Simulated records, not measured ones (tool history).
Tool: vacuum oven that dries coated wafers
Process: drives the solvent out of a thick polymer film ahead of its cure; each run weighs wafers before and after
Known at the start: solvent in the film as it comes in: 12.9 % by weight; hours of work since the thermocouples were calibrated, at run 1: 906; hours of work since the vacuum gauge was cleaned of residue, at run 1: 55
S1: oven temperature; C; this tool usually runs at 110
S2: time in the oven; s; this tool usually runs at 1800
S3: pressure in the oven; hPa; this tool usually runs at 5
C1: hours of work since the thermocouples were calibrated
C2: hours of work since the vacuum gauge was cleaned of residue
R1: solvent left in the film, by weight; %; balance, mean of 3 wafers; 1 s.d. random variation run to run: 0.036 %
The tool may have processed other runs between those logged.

Run 1, hour 0: usual settings; C1 906; C2 55. Result: R1 1.03 %.
Run 2, hour 19.8: usual settings; C1 915; C2 64. Result: R1 1.05 %.
Run 3, hour 33: usual settings; C1 921; C2 70. Result: R1 0.96 %.
Run 4, hour 54.2: usual settings; C1 931; C2 79. Result: R1 1.04 %.
Run 5, hour 70: usual settings but S1 120 C; C1 938; C2 86. Result: R1 0.49 %.
Run 6, hour 84.9: usual settings; C1 945; C2 93. Result: R1 1.03 %.
Run 7, hour 94.3: usual settings; C1 949; C2 97. Result: R1 1.07 %.
Run 8, hour 112.6: usual settings; C1 957; C2 106. Result: R1 1.07 %.
Run 9, hour 122.8: usual settings but S2 1380 s; C1 962; C2 110. Result: R1 1.71 %.
Run 10, hour 142.9: usual settings but S2 1380 s; C1 971; C2 119. Result: R1 1.67 %.
Run 11, hour 155.3: usual settings but S2 1380 s; C1 976; C2 125. Result: R1 1.59 %.
Run 12, hour 169.2: usual settings; C1 983; C2 131. Result: R1 1.08 %.
Run 13, hour 179.5: usual settings but S2 2040 s; C1 987; C2 136. Result: R1 0.88 %.
Run 14, hour 202.8: usual settings; C1 998; C2 147. Result: R1 1.1 %.
At hour 222.5: oven's thermocouples calibrated.
Run 15, hour 222.5: usual settings but S1 113 C; C1 0; C2 155. Result: R1 0.69 %.
Run 16, hour 235.4: usual settings but S3 2.55 hPa; C1 6; C2 160. Result: R1 0.73 %.
Run 17, hour 252: usual settings but S3 2.55 hPa; C1 13; C2 168. Result: R1 0.73 %.
Run 18, hour 267: usual settings but S3 2.55 hPa; C1 20; C2 175. Result: R1 0.73 %.
Run 19, hour 290.4: usual settings but S3 2.55 hPa; C1 31; C2 185. Result: R1 0.74 %.
Run 20, hour 308.2: usual settings but S3 2.55 hPa; C1 39; C2 193. Result: R1 0.71 %.
Run 21, hour 320.7: usual settings but S3 2.55 hPa; C1 45; C2 199. Result: R1 0.69 %.
Run 22, hour 335.9: usual settings; C1 51; C2 206. Result: R1 0.88 %.
Run 23, hour 349.1: usual settings; C1 57; C2 212. Result: R1 0.91 %.
Run 24, hour 360.3: usual settings; C1 63; C2 217. Result: R1 0.91 %.
Run 25, hour 382.4: usual settings but S1 101 C, S2 1020 s, S3 17.2 hPa; C1 73; C2 227. Result: R1 4.89 %.
Run 26, hour 403.3: usual settings but S1 123 C, S3 9.17 hPa; C1 82; C2 237. Result: R1 0.59 %.
Run 27, hour 419.6: usual settings but S1 116 C, S2 1260 s, S3 4.56 hPa; C1 89; C2 244. Result: R1 0.94 %.
Run 28, hour 436.1: usual settings but S2 2220 s, S3 2.92 hPa; C1 97; C2 251. Result: R1 0.57 %.
Run 29, hour 450.8: usual settings but S2 2220 s, S3 2.92 hPa; C1 104; C2 258. Result: R1 0.52 %.
Run 30, hour 464.7: usual settings but S1 107 C, S2 1080 s, S3 12.87 hPa; C1 110; C2 264. Result: R1 3.17 %.
Run 31, hour 480: usual settings but S1 95 C, S2 2160 s, S3 8.56 hPa; C1 117; C2 271. Result: R1 2.92 %.
Run 32, hour 493.3: usual settings but S1 95 C, S2 2160 s, S3 8.56 hPa; C1 123; C2 277. Result: R1 2.89 %.
Run 33, hour 513.4: usual settings but S1 117 C, S2 1080 s, S3 12.73 hPa; C1 132; C2 286. Result: R1 1.65 %.
Run 34, hour 529.5: usual settings but S1 99 C, S2 1500 s, S3 13.44 hPa; C1 139; C2 294. Result: R1 3.67 %.
Run 35, hour 550.2: usual settings but S3 2.87 hPa; C1 149; C2 303. Result: R1 0.88 %.
Run 36, hour 560.1: usual settings but S3 4.44 hPa; C1 153; C2 308. Result: R1 0.86 %.
Run 37, hour 575.4: usual settings but S1 106 C, S2 2160 s, S3 4.73 hPa; C1 160; C2 315. Result: R1 1.06 %.
Run 38, hour 598.3: usual settings but S1 106 C, S2 1020 s, S3 14.9 hPa; C1 170; C2 325. Result: R1 3.72 %.
Run 39, hour 609.2: usual settings but S1 106 C, S2 1020 s, S3 14.9 hPa; C1 175; C2 330. Result: R1 3.69 %.
Run 40, hour 629.9: usual settings but S1 106 C, S2 1020 s, S3 14.9 hPa; C1 185; C2 339. Result: R1 3.67 %.
Run 41, hour 645.5: usual settings but S1 106 C, S2 1020 s, S3 14.9 hPa; C1 192; C2 346. Result: R1 3.74 %.
Run 42, hour 666.2: usual settings but S1 95 C, S3 2.77 hPa; C1 201; C2 356. Result: R1 2.88 %.
Run 43, hour 683.2: usual settings but S1 95 C, S2 1500 s, S3 17.8 hPa; C1 209; C2 363. Result: R1 5.08 %.
Run 44, hour 693.9: usual settings but S1 122 C, S3 3.54 hPa; C1 214; C2 368. Result: R1 0.38 %.
Run 45, hour 703.8: usual settings but S1 122 C, S3 3.54 hPa; C1 218; C2 373. Result: R1 0.27 %.

Run 46 is up next; what results do you expect?
Run 46, hour 719.2: usual settings but S1 113 C, S2 3120 s, S3 5.96 hPa; C1 225; C2 380. Result: R1 ?.

Run 46 came out at R1 0.53 %.
The same run, on a tool lacking any hidden state, would have yielded R1 0.4 %.
